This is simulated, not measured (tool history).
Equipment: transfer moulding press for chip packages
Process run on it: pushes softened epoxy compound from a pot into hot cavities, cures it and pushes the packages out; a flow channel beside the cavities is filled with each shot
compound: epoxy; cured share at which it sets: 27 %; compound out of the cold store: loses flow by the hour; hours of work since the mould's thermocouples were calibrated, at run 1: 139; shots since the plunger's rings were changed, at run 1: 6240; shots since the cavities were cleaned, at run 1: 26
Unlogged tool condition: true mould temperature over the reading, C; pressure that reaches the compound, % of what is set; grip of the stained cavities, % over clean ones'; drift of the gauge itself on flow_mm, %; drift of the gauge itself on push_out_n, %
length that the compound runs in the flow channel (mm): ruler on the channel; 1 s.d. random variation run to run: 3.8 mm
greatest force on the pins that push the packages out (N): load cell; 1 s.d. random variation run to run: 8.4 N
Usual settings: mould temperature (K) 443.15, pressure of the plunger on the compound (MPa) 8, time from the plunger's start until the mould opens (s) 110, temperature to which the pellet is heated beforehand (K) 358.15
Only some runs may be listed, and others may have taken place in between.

run,hour,mould temperature (K),pressure of the plunger on the compound (MPa),time from the plunger's start until the mould opens (s),temperature to which the pellet is heated beforehand (K),hours of work since the mould's thermocouples were calibrated,shots since the plunger's rings were changed,shots since the cavities were cleaned,incoming compound's hours out of the cold store,length that the compound runs in the flow channel (mm),greatest force on the pins that push the packages out (N)
1,0,443.15,8,110,358.15,139,6240,26,41.2,464,381
2,12,445.15,8,110,358.15,145,6328,114,27.3,489,386
3,18,443.15,8.95,110,358.15,147,6372,158,10.9,571,478
4,29.7,443.15,8.95,110,358.15,152,6457,243,29.4,516,468
5,36.4,443.15,8,110,358.15,155,6507,293,14.4,532,483
# hour 53.3: plunger's sealing rings changed
6,53.3,443.15,8,110,358.15,161,0,399,16.9,551,527
7,63.3,443.15,8,110,358.15,166,73,472,19.5,546,533
# hour 66.1: mould's thermocouples calibrated
8,75.6,450.15,8,110,358.15,4,148,547,13.1,550,446
9,85.8,446.15,6.07,110,358.15,8,223,622,40,422,491
10,95.1,446.15,6.67,97,358.15,12,291,690,13.4,511,576
# hour 105.2: mould's thermocouples calibrated, once more
11,107.1,446.15,6.67,97,358.15,1,365,764,28.9,461,602
12,115.2,446.15,6.67,97,358.15,4,425,824,11.5,506,658
13,124.8,451.15,6.4,118,350.15,8,495,894,22.5,467,485
# hour 131.1: cavities cleaned with cleaning compound and waxed
14,135.5,451.15,6.4,118,350.15,12,563,32,16,481,323
15,145.1,443.15,8.26,110,358.15,17,633,102,30.4,517,444

Branching from run 15: 3 alternative next runs. What would each branch give?
A,152,443.15,8.26,98,358.15,20,684,153,46.2,?,?
B,152,450.15,8,132,358.15,20,684,153,8.7,?,?
C,152,446.15,8,110,358.15,20,684,153,25.3,?,?

run,length that the compound runs in the flow channel (mm),greatest force on the pins that push the packages out (N)
A,481,532
B,562,367
C,522,383
Without the tool's hidden state the same runs would have given:
run,length that the compound runs in the flow channel (mm),greatest force on the pins that push the packages out (N)
A,484,434
B,566,309
C,526,315

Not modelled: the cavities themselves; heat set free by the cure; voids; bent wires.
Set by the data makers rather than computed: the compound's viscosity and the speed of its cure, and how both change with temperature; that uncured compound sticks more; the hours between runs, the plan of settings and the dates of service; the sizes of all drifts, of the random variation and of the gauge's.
